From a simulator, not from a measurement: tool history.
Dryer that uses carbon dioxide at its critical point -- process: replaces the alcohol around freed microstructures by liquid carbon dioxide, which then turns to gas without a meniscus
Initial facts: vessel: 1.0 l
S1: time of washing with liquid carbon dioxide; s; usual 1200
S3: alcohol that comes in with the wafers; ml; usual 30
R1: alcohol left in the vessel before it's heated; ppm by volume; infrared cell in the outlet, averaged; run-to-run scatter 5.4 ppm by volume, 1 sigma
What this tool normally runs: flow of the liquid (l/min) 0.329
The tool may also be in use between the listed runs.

Run 1, hour 0.0: usual settings. Result: R1 235 ppm by volume.
Run 2, hour 25.2: usual settings but S3 52 ml. Result: R1 308 ppm by volume.
Run 3, hour 64.5: usual settings but S3 52 ml. Result: R1 333 ppm by volume.
At hour 72.8: purifier's bed changed.
Run 4, hour 106.6: usual settings. Result: R1 133 ppm by volume.
Run 5, hour 160.2: usual settings. Result: R1 137 ppm by volume.
Run 6, hour 200.0: usual settings. Result: R1 150 ppm by volume.
Run 7, hour 254.2: usual settings but flow of the liquid (l/min) 0.464. Result: R1 16 ppm by volume.
Run 8, hour 281.5: usual settings but flow of the liquid (l/min) 0.464. Result: R1 30 ppm by volume.
Run 9, hour 320.4: usual settings but flow of the liquid (l/min) 0.464. Result: R1 25 ppm by volume.
Run 10, hour 365.4: usual settings but flow of the liquid (l/min) 0.464. Result: R1 34 ppm by volume.
Run 11, hour 417.0: usual settings but flow of the liquid (l/min) 0.464. Result: R1 37 ppm by volume.
Run 12, hour 460.8: usual settings but flow of the liquid (l/min) 0.445. Result: R1 42 ppm by volume.
Run 13, hour 509.9: usual settings but flow of the liquid (l/min) 0.445. Result: R1 49 ppm by volume.
Run 14, hour 549.8: usual settings but flow of the liquid (l/min) 0.445. Result: R1 53 ppm by volume.
Run 15, hour 577.3: usual settings but flow of the liquid (l/min) 0.445. Result: R1 49 ppm by volume.
Run 16, hour 622.2: usual settings. Result: R1 195 ppm by volume.
Run 17, hour 676.3: usual settings. Result: R1 210 ppm by volume.
Run 18, hour 726.8: usual settings. Result: R1 222 ppm by volume.
Run 19, hour 758.1: usual settings but S1 1260 s. Result: R1 184 ppm by volume.
Run 20, hour 794.2: usual settings but S1 1260 s. Result: R1 180 ppm by volume.
Run 21, hour 826.0: usual settings but S1 1260 s. Result: R1 188 ppm by volume.
Run 22, hour 869.7: usual settings but S1 1260 s. Result: R1 205 ppm by volume.
Run 23, hour 911.7: usual settings but S1 1440 s, flow of the liquid (l/min) 0.414. Result: R1 65 ppm by volume.
Run 24, hour 954.8: usual settings but S1 1320 s, flow of the liquid (l/min) 0.327, S3 20 ml. Result: R1 128 ppm by volume.
Run 25, hour 998.7: usual settings but S1 1920 s, flow of the liquid (l/min) 0.456, S3 91 ml. Result: R1 63 ppm by volume.
Run 26, hour 1037.0: usual settings but S1 1860 s, flow of the liquid (l/min) 0.456, S3 91 ml. Result: R1 55 ppm by volume.
Run 27, hour 1061.9: usual settings but S1 1440 s, flow of the liquid (l/min) 0.469, S3 85 ml. Result: R1 70 ppm by volume.
Run 28, hour 1114.8: usual settings but S1 1620 s, S3 24 ml. Result: R1 84 ppm by volume.
Run 29, hour 1163.4: usual settings but S1 1620 s, S3 24 ml. Result: R1 81 ppm by volume.
Run 30, hour 1202.2: usual settings but S1 840 s, flow of the liquid (l/min) 0.473, S3 24 ml. Result: R1 225 ppm by volume.
Run 31, hour 1235.9: usual settings but S1 780 s, flow of the liquid (l/min) 0.310, S3 105 ml. Result: R1 5855 ppm by volume.
Run 32, hour 1266.7: usual settings but S1 780 s, flow of the liquid (l/min) 0.310, S3 105 ml. Result: R1 5915 ppm by volume.
Run 33, hour 1310.6: usual settings but flow of the liquid (l/min) 0.382, S3 67 ml. Result: R1 312 ppm by volume.
Run 34, hour 1346.0: usual settings but flow of the liquid (l/min) 0.526. Result: R1 73 ppm by volume.
Run 35, hour 1374.3: usual settings but S1 1620 s, flow of the liquid (l/min) 0.526. Result: R1 57 ppm by volume.
At hour 1400.3: inlet filter changed.
Run 36, hour 1429.6: usual settings but S1 1740 s, flow of the liquid (l/min) 0.541, S3 97 ml. Result: R1 68 ppm by volume.
Run 37, hour 1457.0: usual settings but S1 1740 s, flow of the liquid (l/min) 0.541, S3 97 ml. Result: R1 62 ppm by volume.
Run 38, hour 1487.8: usual settings but S1 1380 s, flow of the liquid (l/min) 0.541, S3 99 ml. Result: R1 65 ppm by volume.

4 options for the next run, each taken on its own from the tool as it stands now. Forecast them:
Run A, hour 1543.7: usual settings but S1 1680 s, flow of the liquid (l/min) 0.541, S3 41 ml. Result: R1 ?.
Run B, hour 1543.7: usual settings but S3 64 ml. Result: R1 ?.
Run C, hour 1543.7: usual settings but S1 1320 s, flow of the liquid (l/min) 0.429, S3 77 ml. Result: R1 ?.
Run D, hour 1543.7: usual settings but S1 1020 s, flow of the liquid (l/min) 0.429. Result: R1 ?.

run   R1
  A   64
  B  351
  C  101
  D  134
Had the tool no hidden state, the same runs would have come out as:
run   R1
  A    0
  B  266
  C   36
  D   66

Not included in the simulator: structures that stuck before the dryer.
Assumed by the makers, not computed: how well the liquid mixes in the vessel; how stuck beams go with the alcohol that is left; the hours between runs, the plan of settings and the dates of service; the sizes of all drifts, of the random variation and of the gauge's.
